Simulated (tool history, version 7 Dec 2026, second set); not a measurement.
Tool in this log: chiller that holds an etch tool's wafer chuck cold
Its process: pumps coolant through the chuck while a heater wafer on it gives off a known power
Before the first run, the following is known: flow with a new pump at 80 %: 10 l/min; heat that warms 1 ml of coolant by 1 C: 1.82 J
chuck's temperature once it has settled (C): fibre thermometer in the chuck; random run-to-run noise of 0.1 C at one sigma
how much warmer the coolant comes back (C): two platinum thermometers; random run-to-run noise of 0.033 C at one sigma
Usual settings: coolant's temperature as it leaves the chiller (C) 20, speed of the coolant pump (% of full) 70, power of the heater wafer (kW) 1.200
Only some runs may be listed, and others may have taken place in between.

run,hour,coolant's temperature as it leaves the chiller (C),speed of the coolant pump (% of full),power of the heater wafer (kW),chuck's temperature once it has settled (C),how much warmer the coolant comes back (C)
1,0.0,20,70,1.200,32.5,4.50
2,54.7,20,70,1.200,32.2,4.47
3,145.9,20,70,1.200,32.4,4.57
4,236.7,20,70,1.200,32.5,4.54
5,304.6,20,70,1.200,32.2,4.56
6,410.3,20,70,0.936,29.7,3.55
7,490.1,20,70,1.200,32.6,4.57
8,536.9,20,70,1.200,32.5,4.44
9,631.9,20,70,1.046,31.0,3.96
10,695.6,20,70,0.852,28.9,3.21
11,762.8,20,70,0.774,28.1,2.95
12,811.5,20,95,1.200,29.9,3.36
13,882.6,15,70,1.200,27.6,4.57
14,954.2,15,70,1.200,27.5,4.60
15,1034.5,15,70,1.136,26.9,4.32
16,1129.3,15,70,1.136,27.2,4.35
17,1188.6,15,70,1.136,27.0,4.33
18,1258.7,28,70,1.613,45.2,6.17
19,1354.7,24,88,0.628,29.5,1.88
20,1424.2,20,62,1.200,34.1,5.20
21,1523.9,20,86,1.017,29.4,3.23
22,1616.2,25,89,1.017,34.2,3.03
23,1680.1,25,68,1.465,41.1,5.82
# hour 1695.0: chiller's thermometer calibrated
24,1729.4,25,68,1.465,40.9,5.76
25,1775.4,25,68,1.465,40.9,5.89
26,1866.0,10,68,1.465,26.0,5.81
27,1928.2,10,68,1.465,25.9,5.85
28,1981.2,10,68,1.465,26.1,5.86
29,2053.5,18,82,0.663,24.3,2.20
30,2155.1,18,82,0.663,24.3,2.21
31,2228.0,29,96,0.997,37.3,2.87
32,2322.4,13,70,0.904,22.8,3.51

Below are 4 alternative next runs, each starting from the tool's condition after run 32. Predict each:
A,2369.8,23,93,0.823,?,?
B,2369.8,17,94,0.811,?,?
C,2369.8,14,70,1.451,?,?
D,2369.8,17,79,1.316,?,?

run,chuck's temperature once it has settled (C),how much warmer the coolant comes back (C)
A,30.0,2.41
B,23.9,2.34
C,29.6,5.63
D,29.9,4.56
The same runs, with their run-to-run variation unchanged, on a tool lacking any hidden condition would have given:
run,chuck's temperature once it has settled (C),how much warmer the coolant comes back (C)
A,29.5,2.32
B,23.4,2.26
C,28.5,5.43
D,29.0,4.40
